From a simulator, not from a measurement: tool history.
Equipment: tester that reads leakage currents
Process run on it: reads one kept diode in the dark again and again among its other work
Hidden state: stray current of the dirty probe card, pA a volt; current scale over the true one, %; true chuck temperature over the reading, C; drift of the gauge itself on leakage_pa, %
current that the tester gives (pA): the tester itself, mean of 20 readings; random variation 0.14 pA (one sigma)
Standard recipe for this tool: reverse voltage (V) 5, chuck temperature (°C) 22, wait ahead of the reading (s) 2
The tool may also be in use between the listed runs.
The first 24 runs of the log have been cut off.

run	hour	reverse voltage (V)	chuck temperature (°C)	wait ahead of the reading (s)	hours of work since the probe card was cleaned	hours of work since the tester was calibrated	hours of work since the chuck was calibrated	current that the tester gives (pA)
25	3085.1	3.05	22	2.73	220	542	591	36.42
26	3190.5	8.19	30	1.45	295	616	666	102.71
27	3289.2	8.19	30	1.45	365	686	735	102.98
28	3433.3	8.19	30	1.45	466	788	837	104.1
29	3597	5	52	0.99	582	903	953	421.77
30	3680.1	5	20	2	641	962	1011	40.72
31	3853.1	5	20	2	763	1084	1133	41.03
32	4010.7	19.92	21	2	874	1195	1245	93
33	4125.4	10.08	21	2.1	955	1276	1326	65.06
34	4250.4	2.97	21	2.92	1043	1365	1414	35.93
35	4371.1	2.06	22	1.08	1128	1450	1499	33.28
36	4528.4	5	20	0.64	1239	1561	1610	45.64
37	4638.8	16.16	22	2	1317	1639	1688	97.88
38	4792.3	16.16	22	2	1426	1747	1797	100.4
39	4868	16.16	22	2	1479	1801	1850	101.69
40	4992.2	8.42	51	8.13	1567	1888	1938	476.98

Consider 4 possible next runs. They are alternatives, not a sequence: every one starts from the tool as it was left by run 40. What does each give?
A	5135.6	2.88	32	8.13	1668	1990	2039	?
B	5135.6	5	22	3.29	1668	1990	2039	?
C	5135.6	5	22	0.98	1668	1990	2039	?
D	5135.6	5.89	28	6.99	1668	1990	2039	?

run	current that the tester gives (pA)
A	81.02
B	52.77
C	53.82
D	84.85
The same runs, with their run-to-run variation unchanged, on a tool lacking any hidden condition would have given:
run	current that the tester gives (pA)
A	81.35
B	43.8
C	44.79
D	76.61
